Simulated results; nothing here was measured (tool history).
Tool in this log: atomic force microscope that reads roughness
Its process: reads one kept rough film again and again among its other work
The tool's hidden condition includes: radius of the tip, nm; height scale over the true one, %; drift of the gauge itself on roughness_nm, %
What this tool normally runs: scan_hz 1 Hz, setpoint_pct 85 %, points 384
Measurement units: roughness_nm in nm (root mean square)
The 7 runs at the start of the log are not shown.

run,hour,scan_hz,setpoint_pct,points,pictures with this tip,hours of work since the height scale was calibrated,roughness_nm
# hour 214.3: new tip fitted
8,250.4,1,85,384,39,955,1.327
9,281.9,1,85,272,74,975,1.293
10,308,0.65,85,384,103,991,1.346
11,341.9,0.65,85,384,140,1012,1.321
12,365.7,0.65,85,384,166,1027,1.304
# hour 383.9: height scale calibrated on a step standard
13,394.7,0.65,85,384,197,7,1.259
14,417.5,1,85,384,222,21,1.214
15,456,1,85,384,265,45,1.197
16,494.2,1,85,384,307,69,1.17
# hour 514.7: new tip fitted
17,516.9,1,85,384,2,83,1.307
18,541.7,1,85,384,30,98,1.295
19,573.7,1,85,384,65,118,1.285
# hour 586.1: height scale calibrated on a step standard, once more
20,597.7,1,85,384,90,7,1.313
21,616,1,85,384,110,19,1.33
22,640.9,1,85,384,138,34,1.305
23,666,1,86,384,165,50,1.284
24,694.7,1,86,384,197,68,1.276
25,733.4,2.12,85,384,240,92,1.121
26,765.4,2.87,61,261,275,112,1.278
27,804.6,2.34,72,591,318,136,1.21
# hour 814.4: new tip fitted
28,823.4,2.34,72,591,10,148,1.329
29,844.9,2.34,72,591,34,161,1.319

Forecast run 30:
30,878.9,3.67,68,912,71,182,?

{"run 30": {"roughness_nm": 1.268}}
With the hidden condition absent and the run-to-run variation left alone, this run would have shown roughness_nm 1.313 nm (root mean square).

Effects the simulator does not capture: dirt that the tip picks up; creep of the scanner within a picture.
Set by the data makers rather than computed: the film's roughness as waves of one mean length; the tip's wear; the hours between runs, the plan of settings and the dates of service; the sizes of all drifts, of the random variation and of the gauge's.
